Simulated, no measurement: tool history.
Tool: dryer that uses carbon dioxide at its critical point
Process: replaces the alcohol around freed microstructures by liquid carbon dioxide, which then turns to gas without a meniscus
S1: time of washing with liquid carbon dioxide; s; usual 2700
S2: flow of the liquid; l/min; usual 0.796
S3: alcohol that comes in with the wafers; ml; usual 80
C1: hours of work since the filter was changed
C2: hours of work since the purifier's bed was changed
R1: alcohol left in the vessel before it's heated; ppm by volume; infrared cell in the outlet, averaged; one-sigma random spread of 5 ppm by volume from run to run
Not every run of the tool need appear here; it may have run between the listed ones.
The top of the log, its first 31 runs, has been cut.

run,hour,S1,S2,S3,C1,C2,R1
32,909.2,2160,0.694,32,145,252,126
33,935.6,3540,0.638,64,163,270,77
34,962.6,3360,0.796,80,182,289,78
35,981.9,4260,1.066,52,196,303,67
36,1016.8,2040,0.572,52,220,327,413
37,1034.3,3480,0.849,80,233,340,87
38,1073.7,2700,1.304,22,260,367,95
39,1102.2,1920,0.926,56,280,387,146
# hour 1108.0: inlet filter changed
40,1142.8,3660,0.796,80,24,415,106
41,1161.2,3660,0.796,80,37,428,111
42,1182.5,3660,0.796,80,52,443,96
43,1199.6,3600,0.796,119,64,455,114
44,1223.9,3600,0.796,119,81,472,116
45,1251.2,2700,1.289,24,101,491,125
46,1286.3,2220,0.666,24,125,516,172

Consider 4 possible next runs. They are alternatives, not a sequence: every one starts from the tool as it was left by run 46. What does each give?
A,1324.1,3960,0.765,67,152,543,?
B,1324.1,2700,0.796,45,152,543,?
C,1324.1,3780,0.698,40,152,543,?
D,1324.1,1980,0.934,26,152,543,?

run,R1
A,124
B,139
C,134
D,145
Had the tool no hidden state, the same runs would have come out as:
run,R1
A,0
B,8
C,7
D,18

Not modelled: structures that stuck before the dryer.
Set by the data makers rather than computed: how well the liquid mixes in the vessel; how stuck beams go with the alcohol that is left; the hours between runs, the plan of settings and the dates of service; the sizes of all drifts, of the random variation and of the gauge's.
